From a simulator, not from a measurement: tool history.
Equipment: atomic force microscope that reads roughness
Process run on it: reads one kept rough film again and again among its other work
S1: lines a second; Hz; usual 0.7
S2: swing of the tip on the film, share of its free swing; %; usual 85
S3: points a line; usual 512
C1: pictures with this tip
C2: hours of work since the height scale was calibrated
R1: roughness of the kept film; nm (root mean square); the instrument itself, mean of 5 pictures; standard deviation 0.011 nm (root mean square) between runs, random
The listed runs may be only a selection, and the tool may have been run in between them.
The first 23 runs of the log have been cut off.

{"run": 24, "hour": 480.8, "S1": 0.968, "S2": 60, "S3": 577, "C1": 131, "C2": 68, "R1": 2.553}
{"run": 25, "hour": 498.6, "S1": 1.476, "S2": 87, "S3": 418, "C1": 146, "C2": 77, "R1": 2.246}
{"run": 26, "hour": 527.9, "S1": 1.277, "S2": 72, "S3": 512, "C1": 170, "C2": 91, "R1": 2.422}
{"hour": 535.4, "done": "new tip fitted"}
{"run": 27, "hour": 546.4, "S1": 3.126, "S2": 84, "S3": 512, "C1": 9, "C2": 99, "R1": 2.144}
{"run": 28, "hour": 560.7, "S1": 0.844, "S2": 59, "S3": 408, "C1": 20, "C2": 106, "R1": 2.689}
{"run": 29, "hour": 573.2, "S1": 3.539, "S2": 64, "S3": 951, "C1": 31, "C2": 112, "R1": 2.475}
{"run": 30, "hour": 603.3, "S1": 3.539, "S2": 64, "S3": 951, "C1": 55, "C2": 126, "R1": 2.45}
{"run": 31, "hour": 615.9, "S1": 0.7, "S2": 74, "S3": 291, "C1": 66, "C2": 132, "R1": 2.575}
{"run": 32, "hour": 633.3, "S1": 1.224, "S2": 57, "S3": 512, "C1": 80, "C2": 141, "R1": 2.635}
{"run": 33, "hour": 645.9, "S1": 1.335, "S2": 88, "S3": 698, "C1": 90, "C2": 147, "R1": 2.312}

Run 34 has not been measured yet. What should we expect?
{"run": 34, "hour": 674.8, "S1": 1.001, "S2": 86, "S3": 346, "C1": 114, "C2": 160, "R1": "?"}

R1: 2.379 nm (root mean square)
If the tool had no hidden condition, the same run with the same run-to-run variation would have returned R1 2.501 nm (root mean square).
